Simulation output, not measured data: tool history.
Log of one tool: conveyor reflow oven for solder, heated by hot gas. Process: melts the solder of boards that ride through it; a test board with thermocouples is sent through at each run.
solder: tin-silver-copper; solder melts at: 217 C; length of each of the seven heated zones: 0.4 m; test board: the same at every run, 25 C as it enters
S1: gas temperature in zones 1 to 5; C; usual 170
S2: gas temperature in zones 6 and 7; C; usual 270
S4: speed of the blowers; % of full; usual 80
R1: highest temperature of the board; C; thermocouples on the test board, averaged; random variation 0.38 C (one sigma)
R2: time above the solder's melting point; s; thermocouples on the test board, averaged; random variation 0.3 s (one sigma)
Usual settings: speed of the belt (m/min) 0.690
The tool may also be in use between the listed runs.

Run 1, hour 0.0: usual settings. Result: R1 256.7 C, R2 54.3 s.
Run 2, hour 28.4: usual settings. Result: R1 257.1 C, R2 54.1 s.
Run 3, hour 48.2: usual settings. Result: R1 257.4 C, R2 54.3 s.
Run 4, hour 77.4: usual settings. Result: R1 255.9 C, R2 53.8 s.
Run 5, hour 104.6: usual settings. Result: R1 256.9 C, R2 54.2 s.
Run 6, hour 119.7: usual settings but S2 283 C. Result: R1 267.9 C, R2 59.2 s.
Run 7, hour 141.9: usual settings but S2 283 C. Result: R1 267.2 C, R2 59.5 s.
Run 8, hour 161.5: usual settings. Result: R1 256.4 C, R2 53.8 s.
Run 9, hour 180.7: usual settings. Result: R1 255.8 C, R2 53.8 s.
Run 10, hour 202.3: usual settings. Result: R1 255.6 C, R2 53.1 s.
Run 11, hour 218.5: usual settings. Result: R1 255.9 C, R2 53.8 s.
Run 12, hour 241.9: usual settings. Result: R1 255.9 C, R2 53.5 s.
Run 13, hour 270.9: usual settings. Result: R1 256.2 C, R2 53.2 s.

Run 14 comes next. What will it give?
Run 14, hour 305.4: usual settings but S1 166 C, speed of the belt (m/min) 0.672. Result: R1 ?, R2 ?.

Run 14 gave R1 256.7 C, R2 54.5 s.
Without the tool's hidden state the same run would have given R1 258.0 C, R2 55.4 s.

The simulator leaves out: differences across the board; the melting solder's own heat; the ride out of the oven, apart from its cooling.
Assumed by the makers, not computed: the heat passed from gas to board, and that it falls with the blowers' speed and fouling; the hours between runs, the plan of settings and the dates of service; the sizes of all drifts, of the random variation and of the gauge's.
